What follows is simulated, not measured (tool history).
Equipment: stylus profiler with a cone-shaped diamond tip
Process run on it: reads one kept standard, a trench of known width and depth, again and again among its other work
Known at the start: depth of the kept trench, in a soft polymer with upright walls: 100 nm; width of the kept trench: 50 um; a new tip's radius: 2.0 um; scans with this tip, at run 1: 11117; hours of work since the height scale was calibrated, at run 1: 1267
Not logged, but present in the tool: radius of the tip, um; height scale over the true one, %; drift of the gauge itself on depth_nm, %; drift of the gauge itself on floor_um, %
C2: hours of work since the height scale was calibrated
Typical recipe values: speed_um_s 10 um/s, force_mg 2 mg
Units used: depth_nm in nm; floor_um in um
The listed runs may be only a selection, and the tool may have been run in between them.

run 1 hour=0 | speed_um_s=10 force_mg=2 | scans_with_this_tip=11117 C2=1267 | depth_nm=100.05 floor_um=48.13
run 2 hour=83 | speed_um_s=10 force_mg=2 | scans_with_this_tip=11453 C2=1305 | depth_nm=100.12 floor_um=48.14
run 3 hour=168 | speed_um_s=10 force_mg=2 | scans_with_this_tip=11797 C2=1344 | depth_nm=100.07 floor_um=48.07
run 4 hour=249.5 | speed_um_s=10 force_mg=2 | scans_with_this_tip=12127 C2=1382 | depth_nm=100.2 floor_um=48.05
run 5 hour=335.1 | speed_um_s=10 force_mg=2 | scans_with_this_tip=12473 C2=1421 | depth_nm=99.96 floor_um=48.07
run 6 hour=377.6 | speed_um_s=5 force_mg=2 | scans_with_this_tip=12645 C2=1441 | depth_nm=99.89 floor_um=48.09
run 7 hour=468.5 | speed_um_s=5 force_mg=2 | scans_with_this_tip=13013 C2=1483 | depth_nm=99.86 floor_um=48.04
run 8 hour=522.8 | speed_um_s=5 force_mg=2 | scans_with_this_tip=13233 C2=1508 | depth_nm=99.84 floor_um=48.04
run 9 hour=584.6 | speed_um_s=10 force_mg=2 | scans_with_this_tip=13483 C2=1536 | depth_nm=99.93 floor_um=48
run 10 hour=678.2 | speed_um_s=10 force_mg=2 | scans_with_this_tip=13862 C2=1580 | depth_nm=99.81 floor_um=47.94
run 11 hour=770.6 | speed_um_s=10 force_mg=2 | scans_with_this_tip=14236 C2=1622 | depth_nm=100.15 floor_um=47.92
run 12 hour=864.4 | speed_um_s=10 force_mg=1.91 | scans_with_this_tip=14616 C2=1665 | depth_nm=99.82 floor_um=47.93
run 13 hour=924.4 | speed_um_s=10 force_mg=1.91 | scans_with_this_tip=14858 C2=1693 | depth_nm=99.96 floor_um=47.93
run 14 hour=1023.2 | speed_um_s=10 force_mg=1.91 | scans_with_this_tip=15258 C2=1739 | depth_nm=99.8 floor_um=47.89
run 15 hour=1109.6 | speed_um_s=6 force_mg=4.85 | scans_with_this_tip=15608 C2=1778 | depth_nm=100.36 floor_um=47.91
run 16 hour=1189.6 | speed_um_s=16 force_mg=2 | scans_with_this_tip=15932 C2=1815 | depth_nm=99.91 floor_um=47.88
run 17 hour=1278.8 | speed_um_s=3 force_mg=1.74 | scans_with_this_tip=16293 C2=1856 | depth_nm=99.65 floor_um=47.88
run 18 hour=1371.4 | speed_um_s=3 force_mg=1.74 | scans_with_this_tip=16667 C2=1899 | depth_nm=99.67 floor_um=47.87
run 19 hour=1437.6 | speed_um_s=16 force_mg=2 | scans_with_this_tip=16935 C2=1930 | depth_nm=99.76 floor_um=47.87
run 20 hour=1517.2 | speed_um_s=16 force_mg=2 | scans_with_this_tip=17257 C2=1966 | depth_nm=99.75 floor_um=47.84
-- hour=1548.1 height scale calibrated on a step standard
run 21 hour=1594.5 | speed_um_s=9 force_mg=1.27 | scans_with_this_tip=17568 C2=21 | depth_nm=100.64 floor_um=47.8
run 22 hour=1694.7 | speed_um_s=8 force_mg=5.86 | scans_with_this_tip=17974 C2=68 | depth_nm=101.39 floor_um=47.83
run 23 hour=1767.9 | speed_um_s=8 force_mg=5.86 | scans_with_this_tip=18270 C2=101 | depth_nm=101.29 floor_um=47.8
run 24 hour=1866.6 | speed_um_s=4 force_mg=4.78 | scans_with_this_tip=18670 C2=147 | depth_nm=101.07 floor_um=47.82
run 25 hour=1917.5 | speed_um_s=9 force_mg=2 | scans_with_this_tip=18876 C2=170 | depth_nm=100.57 floor_um=47.76
run 26 hour=2002.5 | speed_um_s=3 force_mg=2.46 | scans_with_this_tip=19219 C2=210 | depth_nm=100.72 floor_um=47.77
run 27 hour=2095.9 | speed_um_s=3 force_mg=2.46 | scans_with_this_tip=19597 C2=253 | depth_nm=100.76 floor_um=47.81
run 28 hour=2172.4 | speed_um_s=3 force_mg=2.46 | scans_with_this_tip=19907 C2=288 | depth_nm=100.67 floor_um=47.75

Alternative continuations, all from the tool just after run 28; predict every row:
run A hour=2223.1 | speed_um_s=33 force_mg=1.99 | scans_with_this_tip=20112 C2=311 | depth_nm=? floor_um=?
run B hour=2223.1 | speed_um_s=16 force_mg=4.04 | scans_with_this_tip=20112 C2=311 | depth_nm=? floor_um=?
run C hour=2223.1 | speed_um_s=7 force_mg=1.01 | scans_with_this_tip=20112 C2=311 | depth_nm=? floor_um=?

run=A depth_nm=100.57 floor_um=47.68
run=B depth_nm=100.95 floor_um=47.72
run=C depth_nm=100.37 floor_um=47.74
The same runs, with their run-to-run variation unchanged, on a tool lacking any hidden condition would have given:
run=A depth_nm=100.7 floor_um=48.66
run=B depth_nm=101.09 floor_um=48.7
run=C depth_nm=100.51 floor_um=48.73

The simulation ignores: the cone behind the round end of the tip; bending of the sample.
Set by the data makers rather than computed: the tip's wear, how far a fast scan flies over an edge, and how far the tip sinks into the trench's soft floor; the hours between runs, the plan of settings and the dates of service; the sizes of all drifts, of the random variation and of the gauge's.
